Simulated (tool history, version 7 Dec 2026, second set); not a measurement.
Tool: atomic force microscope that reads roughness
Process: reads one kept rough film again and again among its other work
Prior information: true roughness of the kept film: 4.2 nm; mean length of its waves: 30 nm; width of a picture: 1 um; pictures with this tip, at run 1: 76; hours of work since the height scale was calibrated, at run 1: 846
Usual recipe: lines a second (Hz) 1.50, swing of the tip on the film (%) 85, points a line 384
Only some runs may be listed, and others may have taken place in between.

run     day  lines a second (Hz)  swing of the tip on the film (%)  points a line  pictures with this tip  hours of work since the height scale was calibrated  roughness of the kept film (nm (root mean square))
  1   0.000                 1.50                                85            384                      76                                                  846                                               2.676
      1.362  -- new tip fitted
  2   1.796                 1.50                                85            384                      17                                                  866                                               2.962
  3   3.583                 1.50                                85            384                      88                                                  887                                               2.613
      4.642  -- new tip fitted
  4   4.708                 1.50                                85            384                       3                                                  899                                               3.076
  5   5.950                 1.50                                85            384                      52                                                  913                                               2.821
  6   7.646                 1.50                                85            384                     120                                                  933                                               2.488
      7.950  -- new tip fitted
  7   8.992                 1.50                                85            384                      41                                                  948                                               2.845
  8   9.950                 1.50                                85            384                      79                                                  959                                               2.642
     11.279  -- new tip fitted
  9  11.429                 1.50                                85            384                       6                                                  976                                               3.058
 10  12.608                 1.50                                81            384                      53                                                  989                                               2.866
 11  13.838                 1.50                                85            384                     102                                                 1003                                               2.579
     14.504  -- new tip fitted
 12  15.600                 1.50                                85            384                      44                                                 1023                                               2.833
 13  16.692                 1.09                                85            354                      87                                                 1036                                               2.748
     17.712  -- new tip fitted
 14  17.883                 1.09                                85            354                       7                                                 1049                                               3.180
 15  18.988                 0.62                                56            742                      51                                                 1062                                               3.316
 16  20.400                 1.19                                59            657                     107                                                 1078                                               2.972
     20.988  -- new tip fitted
     21.029  -- height scale calibrated on a step standard
 17  22.229                 1.19                                59            657                      48                                                   14                                               3.348
 18  23.404                 0.70                                64            497                      95                                                   27                                               3.072
     24.304  -- new tip fitted
 19  24.942                 0.55                                85            368                      26                                                   45                                               3.320
 20  26.296                 0.55                                85            368                      80                                                   60                                               3.020
 21  27.392                 0.55                                63            506                     123                                                   73                                               2.950
     27.546  -- new tip fitted
 22  28.762                 2.09                                76            946                      49                                                   88                                               2.958
 23  30.358                 2.09                                90            743                     112                                                  106                                               2.284

Consider 5 possible next runs. They are alternatives, not a sequence: every one starts from the tool as it was left by run 23. What does each give?
     30.792  -- new tip fitted
  A  31.658                 1.50                                71            260                      35                                                  121                                                   ?
     30.792  -- new tip fitted
  B  31.658                 0.57                                84            665                      35                                                  121                                                   ?
     30.792  -- new tip fitted
  C  31.658                 2.09                                70            361                      35                                                  121                                                   ?
     30.792  -- new tip fitted
  D  31.658                 2.09                                90            851                      35                                                  121                                                   ?
     30.792  -- new tip fitted
  E  31.658                 1.46                                90            372                      35                                                  121                                                   ?

run  roughness of the kept film (nm (root mean square))
  A                                               3.227
  B                                               3.316
  C                                               3.140
  D                                               2.640
  E                                               2.817
Take away the tool's hidden state, keep each run's random variation, and the runs would have read:
run  roughness of the kept film (nm (root mean square))
  A                                               3.477
  B                                               3.573
  C                                               3.383
  D                                               2.843
  E                                               3.035
